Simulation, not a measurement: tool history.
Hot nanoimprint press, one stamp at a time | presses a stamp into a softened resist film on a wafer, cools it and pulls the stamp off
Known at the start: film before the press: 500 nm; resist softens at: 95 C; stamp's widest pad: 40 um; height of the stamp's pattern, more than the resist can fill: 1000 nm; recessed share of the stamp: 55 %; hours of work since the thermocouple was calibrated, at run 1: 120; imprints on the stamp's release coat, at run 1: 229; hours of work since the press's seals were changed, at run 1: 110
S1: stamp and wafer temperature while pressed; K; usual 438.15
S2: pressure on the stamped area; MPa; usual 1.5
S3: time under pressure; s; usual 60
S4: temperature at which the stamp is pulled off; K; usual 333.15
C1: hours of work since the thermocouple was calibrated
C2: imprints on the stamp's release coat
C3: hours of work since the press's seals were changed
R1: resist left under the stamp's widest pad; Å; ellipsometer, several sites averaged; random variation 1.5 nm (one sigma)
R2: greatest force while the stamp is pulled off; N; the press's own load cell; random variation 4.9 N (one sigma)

run 1 hour=0 | S1=438.15 S2=1.5 S3=60 S4=333.15 | C1=120 C2=229 C3=110 | R1=2341 R2=239
run 2 hour=40.3 | S1=438.15 S2=1.5 S3=60 S4=333.15 | C1=145 C2=421 C3=135 | R1=2333 R2=246
run 3 hour=75.4 | S1=438.15 S2=1.5 S3=60 S4=333.15 | C1=167 C2=588 C3=157 | R1=2363 R2=261
run 4 hour=97.6 | S1=438.15 S2=1.5 S3=60 S4=333.15 | C1=181 C2=694 C3=170 | R1=2336 R2=274
run 5 hour=121.1 | S1=438.15 S2=1.5 S3=60 S4=333.15 | C1=195 C2=806 C3=185 | R1=2336 R2=269
run 6 hour=154.9 | S1=438.15 S2=1.5 S3=60 S4=333.15 | C1=216 C2=967 C3=206 | R1=2306 R2=274
run 7 hour=184.7 | S1=438.15 S2=1.5 S3=52 S4=333.15 | C1=234 C2=1109 C3=224 | R1=2439 R2=289
run 8 hour=220.7 | S1=438.15 S2=1.84 S3=52 S4=333.15 | C1=256 C2=1281 C3=246 | R1=2197 R2=289
-- hour=226.1 plate thermocouple calibrated
run 9 hour=245.5 | S1=450.15 S2=1.5 S3=60 S4=333.15 | C1=12 C2=1385 C3=259 | R1=1292 R2=294
-- hour=276.4 stamp cleaned and given a new release coat
run 10 hour=297.4 | S1=450.15 S2=1.5 S3=60 S4=333.15 | C1=40 C2=100 C3=288 | R1=1293 R2=231
-- hour=322 plate thermocouple calibrated, once more
run 11 hour=326.6 | S1=435.15 S2=1.5 S3=60 S4=333.15 | C1=3 C2=225 C3=304 | R1=2730 R2=252
run 12 hour=366.5 | S1=438.15 S2=1.5 S3=60 S4=333.15 | C1=27 C2=416 C3=328 | R1=2393 R2=260
run 13 hour=399 | S1=438.15 S2=1.5 S3=60 S4=333.15 | C1=47 C2=570 C3=348 | R1=2409 R2=264
run 14 hour=418 | S1=438.15 S2=1.5 S3=60 S4=333.15 | C1=59 C2=661 C3=360 | R1=2346 R2=262
run 15 hour=460.3 | S1=438.15 S2=1.5 S3=60 S4=319.15 | C1=85 C2=862 C3=386 | R1=2351 R2=380
run 16 hour=481.7 | S1=444.15 S2=1.67 S3=60 S4=319.15 | C1=98 C2=964 C3=399 | R1=1679 R2=381
run 17 hour=509.7 | S1=429.15 S2=1.03 S3=60 S4=333.15 | C1=116 C2=1098 C3=417 | R1=3939 R2=285
run 18 hour=546.3 | S1=429.15 S2=1.03 S3=60 S4=333.15 | C1=138 C2=1272 C3=439 | R1=3891 R2=288
run 19 hour=573.1 | S1=429.15 S2=1.03 S3=60 S4=333.15 | C1=155 C2=1400 C3=456 | R1=3883 R2=287
-- hour=598.3 stamp cleaned and given a new release coat
run 20 hour=615.3 | S1=429.15 S2=1.03 S3=60 S4=318.15 | C1=177 C2=81 C3=478 | R1=3850 R2=335
run 21 hour=649.8 | S1=427.15 S2=1.5 S3=60 S4=338.15 | C1=198 C2=246 C3=499 | R1=3728 R2=212
run 22 hour=679.6 | S1=442.15 S2=1.5 S3=62 S4=328.15 | C1=216 C2=388 C3=517 | R1=1900 R2=284
run 23 hour=709 | S1=450.15 S2=1.33 S3=45 S4=336.15 | C1=235 C2=528 C3=536 | R1=1582 R2=236
run 24 hour=748.8 | S1=450.15 S2=1.33 S3=45 S4=336.15 | C1=259 C2=717 C3=560 | R1=1550 R2=242
run 25 hour=785.4 | S1=438.15 S2=1.5 S3=46 S4=321.15 | C1=282 C2=892 C3=583 | R1=2552 R2=369
run 26 hour=810.3 | S1=438.15 S2=1.87 S3=46 S4=333.15 | C1=297 C2=1010 C3=598 | R1=2314 R2=273

Run 27 comes next. What will it give?
run 27 hour=846.2 | S1=427.15 S2=1.5 S3=60 S4=337.15 | C1=319 C2=1182 C3=620 | R1=? R2=?

Run 27 gave R1 3705 Å, R2 245 N.
Without the tool's hidden state the same run would have given R1 3762 Å, R2 208 N.

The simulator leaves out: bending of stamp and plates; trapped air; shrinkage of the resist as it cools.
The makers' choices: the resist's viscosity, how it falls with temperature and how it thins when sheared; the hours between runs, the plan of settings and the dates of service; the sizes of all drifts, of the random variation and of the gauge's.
